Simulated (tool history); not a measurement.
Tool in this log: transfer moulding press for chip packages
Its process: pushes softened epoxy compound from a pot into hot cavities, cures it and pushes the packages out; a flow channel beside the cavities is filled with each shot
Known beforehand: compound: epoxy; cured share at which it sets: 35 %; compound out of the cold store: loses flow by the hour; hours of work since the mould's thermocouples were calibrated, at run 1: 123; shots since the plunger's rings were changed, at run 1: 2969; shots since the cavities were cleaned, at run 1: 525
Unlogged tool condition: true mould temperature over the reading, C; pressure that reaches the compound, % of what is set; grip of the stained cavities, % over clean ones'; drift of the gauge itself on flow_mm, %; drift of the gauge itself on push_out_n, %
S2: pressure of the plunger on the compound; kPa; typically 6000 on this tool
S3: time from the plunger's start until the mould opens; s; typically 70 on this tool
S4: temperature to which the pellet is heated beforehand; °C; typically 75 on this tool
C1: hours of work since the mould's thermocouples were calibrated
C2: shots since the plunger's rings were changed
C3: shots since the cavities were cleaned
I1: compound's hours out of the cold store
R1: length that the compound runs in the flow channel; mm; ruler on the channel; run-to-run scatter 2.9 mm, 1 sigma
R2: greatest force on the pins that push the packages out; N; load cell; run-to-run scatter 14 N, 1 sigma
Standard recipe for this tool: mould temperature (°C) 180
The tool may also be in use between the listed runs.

run 1 hour=0 | mould_temperature_(°C)=180 S2=6000 S3=70 S4=75 | C1=123 C2=2969 C3=525 | I1=28.6 | R1=867 R2=1051
-- hour=3.3 cavities cleaned with cleaning compound and waxed
run 2 hour=7.2 | mould_temperature_(°C)=180 S2=6000 S3=70 S4=75 | C1=126 C2=3045 C3=53 | I1=47.3 | R1=830 R2=772
run 3 hour=13.6 | mould_temperature_(°C)=180 S2=6000 S3=70 S4=75 | C1=129 C2=3130 C3=138 | I1=45.8 | R1=831 R2=854
run 4 hour=19 | mould_temperature_(°C)=180 S2=6000 S3=70 S4=75 | C1=132 C2=3203 C3=211 | I1=12 | R1=896 R2=978
run 5 hour=29.9 | mould_temperature_(°C)=180 S2=6000 S3=70 S4=75 | C1=138 C2=3349 C3=357 | I1=16.3 | R1=884 R2=1022
run 6 hour=35.6 | mould_temperature_(°C)=180 S2=6000 S3=70 S4=75 | C1=141 C2=3425 C3=433 | I1=22.4 | R1=879 R2=1070
-- hour=46 cavities cleaned with cleaning compound and waxed
run 7 hour=48.9 | mould_temperature_(°C)=180 S2=6000 S3=70 S4=75 | C1=147 C2=3583 C3=39 | I1=30 | R1=850 R2=773
run 8 hour=60.7 | mould_temperature_(°C)=180 S2=6000 S3=96 S4=75 | C1=153 C2=3742 C3=198 | I1=39.5 | R1=838 R2=525
run 9 hour=72.8 | mould_temperature_(°C)=183 S2=6000 S3=70 S4=75 | C1=160 C2=3904 C3=360 | I1=47.5 | R1=807 R2=807
run 10 hour=78.4 | mould_temperature_(°C)=179 S2=6000 S3=70 S4=75 | C1=163 C2=3978 C3=434 | I1=27.1 | R1=862 R2=1125
run 11 hour=84.8 | mould_temperature_(°C)=179 S2=6000 S3=70 S4=75 | C1=166 C2=4064 C3=520 | I1=20.8 | R1=874 R2=1255
-- hour=88.4 cavities cleaned with cleaning compound and waxed
run 12 hour=98.3 | mould_temperature_(°C)=179 S2=6000 S3=70 S4=75 | C1=173 C2=4225 C3=132 | I1=23.6 | R1=865 R2=968
run 13 hour=110.1 | mould_temperature_(°C)=179 S2=6000 S3=70 S4=75 | C1=179 C2=4383 C3=290 | I1=30.9 | R1=847 R2=1123
run 14 hour=121 | mould_temperature_(°C)=180 S2=6000 S3=95 S4=75 | C1=185 C2=4529 C3=436 | I1=11.4 | R1=889 R2=642
-- hour=130.7 cavities cleaned with cleaning compound and waxed
run 15 hour=132.6 | mould_temperature_(°C)=180 S2=6000 S3=95 S4=75 | C1=190 C2=4665 C3=26 | I1=18.2 | R1=863 R2=449
run 16 hour=142.5 | mould_temperature_(°C)=180 S2=5130 S3=70 S4=75 | C1=195 C2=4798 C3=159 | I1=47.1 | R1=751 R2=864
run 17 hour=149.6 | mould_temperature_(°C)=180 S2=5130 S3=70 S4=75 | C1=199 C2=4892 C3=253 | I1=36.4 | R1=771 R2=979
-- hour=161.5 plunger's sealing rings changed
run 18 hour=162 | mould_temperature_(°C)=180 S2=6000 S3=86 S4=75 | C1=204 C2=7 C3=386 | I1=24.6 | R1=903 R2=675
run 19 hour=167.4 | mould_temperature_(°C)=180 S2=6000 S3=86 S4=75 | C1=207 C2=79 C3=458 | I1=32.8 | R1=885 R2=713
-- hour=175.4 cavities cleaned with cleaning compound and waxed
run 20 hour=181.5 | mould_temperature_(°C)=180 S2=6000 S3=86 S4=75 | C1=214 C2=248 C3=82 | I1=9.4 | R1=936 R2=528
run 21 hour=192.4 | mould_temperature_(°C)=180 S2=6030 S3=70 S4=75 | C1=220 C2=394 C3=228 | I1=11.2 | R1=937 R2=993
run 22 hour=201.8 | mould_temperature_(°C)=175 S2=6000 S3=70 S4=69 | C1=225 C2=520 C3=354 | I1=25 | R1=913 R2=1536
run 23 hour=209.6 | mould_temperature_(°C)=180 S2=5550 S3=80 S4=75 | C1=229 C2=624 C3=458 | I1=13.8 | R1=888 R2=809
-- hour=217.5 cavities cleaned with cleaning compound and waxed
run 24 hour=222.5 | mould_temperature_(°C)=180 S2=5550 S3=80 S4=75 | C1=235 C2=778 C3=67 | I1=39.7 | R1=836 R2=585
run 25 hour=228.7 | mould_temperature_(°C)=180 S2=7360 S3=82 S4=72 | C1=238 C2=861 C3=150 | I1=20.2 | R1=1011 R2=637
run 26 hour=234.8 | mould_temperature_(°C)=174 S2=4620 S3=99 S4=68 | C1=241 C2=943 C3=232 | I1=15.9 | R1=824 R2=661
run 27 hour=244.4 | mould_temperature_(°C)=174 S2=7080 S3=95 S4=68 | C1=246 C2=1071 C3=360 | I1=16.5 | R1=1013 R2=809
run 28 hour=254.5 | mould_temperature_(°C)=180 S2=6000 S3=65 S4=80 | C1=252 C2=1206 C3=495 | I1=41.2 | R1=857 R2=1291
-- hour=260.2 cavities cleaned with cleaning compound and waxed
run 29 hour=263 | mould_temperature_(°C)=180 S2=7250 S3=69 S4=73 | C1=255 C2=1299 C3=37 | I1=11.9 | R1=1010 R2=853

The same runs without the tool's hidden state, with the same run-to-run variation:
run=1 R1=896 R2=672
run=2 R1=858 R2=687
run=3 R1=861 R2=693
run=4 R1=929 R2=745
run=5 R1=918 R2=703
run=6 R1=913 R2=709
run=7 R1=884 R2=689
run=8 R1=873 R2=412
run=9 R1=843 R2=552
run=10 R1=902 R2=735
run=11 R1=915 R2=786
run=12 R1=907 R2=776
run=13 R1=890 R2=790
run=14 R1=936 R2=432
run=15 R1=910 R2=421
run=16 R1=793 R2=674
run=17 R1=815 R2=709
run=18 R1=902 R2=459
run=19 R1=885 R2=468
run=20 R1=938 R2=452
run=21 R1=940 R2=729
run=22 R1=917 R2=1043
run=23 R1=893 R2=520
run=24 R1=842 R2=507
run=25 R1=1019 R2=506
run=26 R1=831 R2=489
run=27 R1=1024 R2=545
run=28 R1=868 R2=812
run=29 R1=1024 R2=760
